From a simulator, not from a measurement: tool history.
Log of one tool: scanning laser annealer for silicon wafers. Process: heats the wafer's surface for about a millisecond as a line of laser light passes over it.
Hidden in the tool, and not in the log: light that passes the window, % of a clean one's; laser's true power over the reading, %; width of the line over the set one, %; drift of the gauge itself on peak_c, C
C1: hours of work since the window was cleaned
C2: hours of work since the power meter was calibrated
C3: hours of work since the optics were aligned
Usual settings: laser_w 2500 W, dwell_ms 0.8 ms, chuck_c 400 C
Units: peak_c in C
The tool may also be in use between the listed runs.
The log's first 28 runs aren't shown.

run 29 hour=1525.1 | laser_w=2295 dwell_ms=0.569 chuck_c=398 | C1=346 C2=2525 C3=225 | peak_c=967
run 30 hour=1564 | laser_w=2265 dwell_ms=0.569 chuck_c=398 | C1=367 C2=2546 C3=246 | peak_c=961
run 31 hour=1615.2 | laser_w=2187 dwell_ms=0.999 chuck_c=428 | C1=394 C2=2574 C3=274 | peak_c=1117
run 32 hour=1658.4 | laser_w=2500 dwell_ms=0.8 chuck_c=392 | C1=418 C2=2597 C3=297 | peak_c=1120
run 33 hour=1717.8 | laser_w=2578 dwell_ms=0.653 chuck_c=399 | C1=450 C2=2629 C3=329 | peak_c=1092
run 34 hour=1781.5 | laser_w=2578 dwell_ms=0.653 chuck_c=399 | C1=484 C2=2664 C3=363 | peak_c=1092
run 35 hour=1832.7 | laser_w=2146 dwell_ms=0.8 chuck_c=400 | C1=512 C2=2691 C3=391 | peak_c=1012
run 36 hour=1879.3 | laser_w=2657 dwell_ms=0.657 chuck_c=415 | C1=537 C2=2716 C3=416 | peak_c=1134
run 37 hour=1946.6 | laser_w=2376 dwell_ms=0.743 chuck_c=415 | C1=573 C2=2753 C3=453 | peak_c=1084
run 38 hour=2019.2 | laser_w=2376 dwell_ms=0.581 chuck_c=415 | C1=612 C2=2792 C3=492 | peak_c=1012
run 39 hour=2099.9 | laser_w=2500 dwell_ms=0.8 chuck_c=423 | C1=656 C2=2835 C3=535 | peak_c=1150
run 40 hour=2178.7 | laser_w=2306 dwell_ms=0.797 chuck_c=435 | C1=698 C2=2878 C3=578 | peak_c=1100
-- hour=2195.8 window over the wafer cleaned
run 41 hour=2244.9 | laser_w=2166 dwell_ms=0.618 chuck_c=363 | C1=26 C2=2913 C3=612 | peak_c=919
run 42 hour=2285 | laser_w=2207 dwell_ms=0.8 chuck_c=400 | C1=48 C2=2934 C3=634 | peak_c=1036

Forecast each of these 3 alternatives for the next run:
run A hour=2326.6 | laser_w=2670 dwell_ms=0.8 chuck_c=372 | C1=71 C2=2957 C3=656 | peak_c=?
run B hour=2326.6 | laser_w=2281 dwell_ms=0.581 chuck_c=403 | C1=71 C2=2957 C3=656 | peak_c=?
run C hour=2326.6 | laser_w=2207 dwell_ms=0.786 chuck_c=400 | C1=71 C2=2957 C3=656 | peak_c=?

run=A peak_c=1162
run=B peak_c=972
run=C peak_c=1027
Without the tool's hidden state the same runs would have given:
run=A peak_c=1163
run=B peak_c=973
run=C peak_c=1028
